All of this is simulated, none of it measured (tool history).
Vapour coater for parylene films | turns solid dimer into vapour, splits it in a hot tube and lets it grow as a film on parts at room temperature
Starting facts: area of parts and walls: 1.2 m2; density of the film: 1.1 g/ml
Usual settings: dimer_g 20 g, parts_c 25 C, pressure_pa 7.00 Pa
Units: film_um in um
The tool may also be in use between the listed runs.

{"run": 1, "hour": 0.0, "dimer_g": 20, "parts_c": 25, "pressure_pa": 7.0, "film_um": 9.07}
{"hour": 7.8, "done": "trap's valve overhauled"}
{"run": 2, "hour": 35.8, "dimer_g": 20, "parts_c": 25, "pressure_pa": 7.0, "film_um": 9.17}
{"run": 3, "hour": 62.7, "dimer_g": 20, "parts_c": 25, "pressure_pa": 7.0, "film_um": 9.04}
{"run": 4, "hour": 121.6, "dimer_g": 20, "parts_c": 25, "pressure_pa": 7.0, "film_um": 9.24}
{"run": 5, "hour": 149.6, "dimer_g": 20, "parts_c": 25, "pressure_pa": 7.0, "film_um": 9.04}
{"run": 6, "hour": 200.4, "dimer_g": 20, "parts_c": 25, "pressure_pa": 7.0, "film_um": 9.17}
{"run": 7, "hour": 250.1, "dimer_g": 17, "parts_c": 25, "pressure_pa": 7.0, "film_um": 7.83}
{"run": 8, "hour": 304.4, "dimer_g": 17, "parts_c": 25, "pressure_pa": 7.0, "film_um": 7.82}
{"run": 9, "hour": 337.3, "dimer_g": 20, "parts_c": 25, "pressure_pa": 7.0, "film_um": 9.12}
{"run": 10, "hour": 363.4, "dimer_g": 20, "parts_c": 25, "pressure_pa": 7.0, "film_um": 9.19}
{"run": 11, "hour": 399.3, "dimer_g": 20, "parts_c": 25, "pressure_pa": 7.0, "film_um": 9.01}
{"run": 12, "hour": 439.4, "dimer_g": 20, "parts_c": 25, "pressure_pa": 7.0, "film_um": 9.07}
{"run": 13, "hour": 498.1, "dimer_g": 20, "parts_c": 25, "pressure_pa": 7.0, "film_um": 9.1}
{"run": 14, "hour": 526.6, "dimer_g": 20, "parts_c": 25, "pressure_pa": 7.0, "film_um": 9.05}
{"hour": 543.2, "done": "trap's valve overhauled"}
{"run": 15, "hour": 576.6, "dimer_g": 20, "parts_c": 25, "pressure_pa": 7.0, "film_um": 9.09}
{"run": 16, "hour": 604.6, "dimer_g": 20, "parts_c": 25, "pressure_pa": 7.0, "film_um": 9.09}
{"run": 17, "hour": 648.2, "dimer_g": 20, "parts_c": 25, "pressure_pa": 7.0, "film_um": 9.12}
{"hour": 673.7, "done": "table's thermometer calibrated"}
{"run": 18, "hour": 694.4, "dimer_g": 20, "parts_c": 25, "pressure_pa": 7.0, "film_um": 9.1}
{"run": 19, "hour": 735.3, "dimer_g": 20, "parts_c": 25, "pressure_pa": 7.0, "film_um": 9.05}
{"run": 20, "hour": 774.2, "dimer_g": 20, "parts_c": 25, "pressure_pa": 7.0, "film_um": 9.16}
{"run": 21, "hour": 801.1, "dimer_g": 20, "parts_c": 25, "pressure_pa": 7.0, "film_um": 9.04}
{"run": 22, "hour": 827.8, "dimer_g": 9, "parts_c": 25, "pressure_pa": 7.0, "film_um": 4.14}
{"run": 23, "hour": 855.4, "dimer_g": 9, "parts_c": 25, "pressure_pa": 7.0, "film_um": 4.1}
{"run": 24, "hour": 907.0, "dimer_g": 20, "parts_c": 25, "pressure_pa": 10.81, "film_um": 8.7}
{"run": 25, "hour": 941.4, "dimer_g": 9, "parts_c": 25, "pressure_pa": 8.59, "film_um": 3.98}
{"run": 26, "hour": 979.1, "dimer_g": 18, "parts_c": 31, "pressure_pa": 8.33, "film_um": 6.28}
{"run": 27, "hour": 1036.1, "dimer_g": 18, "parts_c": 31, "pressure_pa": 8.33, "film_um": 6.24}
{"hour": 1076.7, "done": "trap's valve overhauled"}
{"run": 28, "hour": 1077.3, "dimer_g": 20, "parts_c": 31, "pressure_pa": 3.73, "film_um": 7.3}
{"run": 29, "hour": 1104.7, "dimer_g": 20, "parts_c": 31, "pressure_pa": 3.73, "film_um": 7.44}
{"run": 30, "hour": 1150.9, "dimer_g": 12, "parts_c": 31, "pressure_pa": 3.73, "film_um": 4.44}
{"run": 31, "hour": 1194.1, "dimer_g": 12, "parts_c": 31, "pressure_pa": 3.73, "film_um": 4.38}
{"run": 32, "hour": 1230.1, "dimer_g": 9, "parts_c": 31, "pressure_pa": 3.73, "film_um": 3.39}
{"run": 33, "hour": 1260.6, "dimer_g": 24, "parts_c": 22, "pressure_pa": 7.0, "film_um": 12.55}
{"run": 34, "hour": 1320.0, "dimer_g": 16, "parts_c": 23, "pressure_pa": 8.2, "film_um": 7.88}
{"run": 35, "hour": 1375.5, "dimer_g": 20, "parts_c": 21, "pressure_pa": 7.0, "film_um": 10.84}
{"run": 36, "hour": 1428.1, "dimer_g": 20, "parts_c": 21, "pressure_pa": 7.0, "film_um": 10.85}
{"run": 37, "hour": 1465.5, "dimer_g": 14, "parts_c": 22, "pressure_pa": 7.0, "film_um": 7.31}
{"run": 38, "hour": 1511.9, "dimer_g": 12, "parts_c": 25, "pressure_pa": 2.33, "film_um": 6.07}
{"run": 39, "hour": 1560.8, "dimer_g": 20, "parts_c": 25, "pressure_pa": 5.89, "film_um": 9.29}
{"run": 40, "hour": 1601.1, "dimer_g": 20, "parts_c": 31, "pressure_pa": 2.19, "film_um": 7.72}
{"hour": 1607.7, "done": "trap's valve overhauled"}
{"run": 41, "hour": 1655.4, "dimer_g": 29, "parts_c": 36, "pressure_pa": 2.24, "film_um": 9.08}
{"run": 42, "hour": 1688.0, "dimer_g": 8, "parts_c": 18, "pressure_pa": 2.49, "film_um": 5.48}
{"run": 43, "hour": 1735.0, "dimer_g": 8, "parts_c": 18, "pressure_pa": 2.49, "film_um": 5.43}
{"run": 44, "hour": 1770.4, "dimer_g": 36, "parts_c": 25, "pressure_pa": 7.0, "film_um": 16.17}
{"run": 45, "hour": 1811.4, "dimer_g": 36, "parts_c": 25, "pressure_pa": 7.0, "film_um": 16.55}
{"run": 46, "hour": 1858.9, "dimer_g": 36, "parts_c": 25, "pressure_pa": 7.0, "film_um": 16.42}
{"run": 47, "hour": 1918.3, "dimer_g": 36, "parts_c": 25, "pressure_pa": 7.0, "film_um": 16.53}

Each row is a separate what-if for the run after 47, all from the same tool condition, not one after another. Results?
{"run": "A", "hour": 1946.0, "dimer_g": 20, "parts_c": 25, "pressure_pa": 3.37, "film_um": "?"}
{"run": "B", "hour": 1946.0, "dimer_g": 17, "parts_c": 23, "pressure_pa": 7.0, "film_um": "?"}
{"run": "C", "hour": 1946.0, "dimer_g": 20, "parts_c": 25, "pressure_pa": 2.42, "film_um": "?"}
{"run": "D", "hour": 1946.0, "dimer_g": 16, "parts_c": 25, "pressure_pa": 7.0, "film_um": "?"}

run=A film_um=9.68
run=B film_um=8.48
run=C film_um=9.95
run=D film_um=7.28
With the hidden condition removed and each run's random variation left untouched, the same runs would have given:
run=A film_um=9.70
run=B film_um=8.50
run=C film_um=9.97
run=D film_um=7.30

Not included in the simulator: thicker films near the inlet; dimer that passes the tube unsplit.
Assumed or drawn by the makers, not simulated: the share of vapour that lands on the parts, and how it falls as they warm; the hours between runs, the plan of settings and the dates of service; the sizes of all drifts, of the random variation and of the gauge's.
